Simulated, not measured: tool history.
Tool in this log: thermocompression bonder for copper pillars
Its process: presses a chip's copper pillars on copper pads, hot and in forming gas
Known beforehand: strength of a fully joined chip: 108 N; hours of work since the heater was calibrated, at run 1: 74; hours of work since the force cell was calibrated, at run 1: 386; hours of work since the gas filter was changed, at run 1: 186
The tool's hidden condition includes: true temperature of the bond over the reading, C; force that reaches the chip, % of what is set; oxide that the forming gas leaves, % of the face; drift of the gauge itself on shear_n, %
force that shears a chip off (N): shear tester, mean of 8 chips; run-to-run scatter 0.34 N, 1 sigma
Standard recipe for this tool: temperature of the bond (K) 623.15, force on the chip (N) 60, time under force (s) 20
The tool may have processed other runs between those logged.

run,hour,temperature of the bond (K),force on the chip (N),time under force (s),hours of work since the heater was calibrated,hours of work since the force cell was calibrated,hours of work since the gas filter was changed,force that shears a chip off (N)
1,0,623.15,60,20,74,386,186,38.4
2,8.5,623.15,60,20,80,392,192,37.8
3,16.2,623.15,44,20,86,398,198,26.1
4,29.1,619.15,60,20,96,407,207,36.4
5,39,619.15,60,20,103,415,215,36.8
6,52.7,623.15,60,20,113,425,225,38
7,66,623.15,60,20,123,435,235,38.3
8,78.5,623.15,63,20,133,444,244,40.1
9,91.2,623.15,60,20,142,454,254,38
10,97.9,623.15,60,20,147,459,259,37.9
11,111,623.15,60,20,157,469,269,38.1
12,117.5,623.15,60,20,162,474,274,38
13,124.1,623.15,60,20,167,479,279,38.4
14,136.3,623.15,80,20,176,488,288,52.5
15,144.8,634.15,60,20,182,494,294,42.9
16,150.9,634.15,60,20,187,499,299,43.2
17,164.9,634.15,60,20,197,509,309,42.3
18,174.9,636.15,60,45,205,517,317,58.8
19,188.2,626.15,74,20,215,527,327,50.3
20,199.6,626.15,74,20,223,535,335,49.4
21,209.3,626.15,74,20,231,542,343,50.3
22,221.9,608.15,60,20,240,552,352,32.6
23,228.4,635.15,60,17,245,557,357,40.4
24,239.6,635.15,87,12,253,565,365,53
25,254,635.15,87,12,264,576,376,53.3
26,265.8,623.15,73,20,273,585,385,48.3
27,275.7,623.15,73,20,280,592,392,47.8
28,290.4,613.15,60,20,291,603,403,35
29,303.5,613.15,60,20,301,613,413,34.7
30,313.8,613.15,60,12,309,621,421,28.2
# hour 328.3: forming gas filter changed
31,328.3,613.15,60,29,319,631,0,40.3
32,341.6,613.15,60,29,329,641,10,40
33,355.8,602.15,71,31,340,652,21,44.1
34,362.1,611.15,66,34,345,657,25,46.3

Predict each of these 4 candidate next runs independently; none follows another, all start after run 34:
A,370.9,611.15,71,14,351,663,32,?
B,370.9,623.15,57,20,351,663,32,?
C,370.9,628.15,37,12,351,663,32,?
D,370.9,640.15,71,40,351,663,32,?

run,force that shears a chip off (N)
A,35.9
B,36.8
C,18
D,69
Had the tool no hidden state, the same runs would have come out as:
run,force that shears a chip off (N)
A,35.7
B,36.6
C,17.9
D,68.7

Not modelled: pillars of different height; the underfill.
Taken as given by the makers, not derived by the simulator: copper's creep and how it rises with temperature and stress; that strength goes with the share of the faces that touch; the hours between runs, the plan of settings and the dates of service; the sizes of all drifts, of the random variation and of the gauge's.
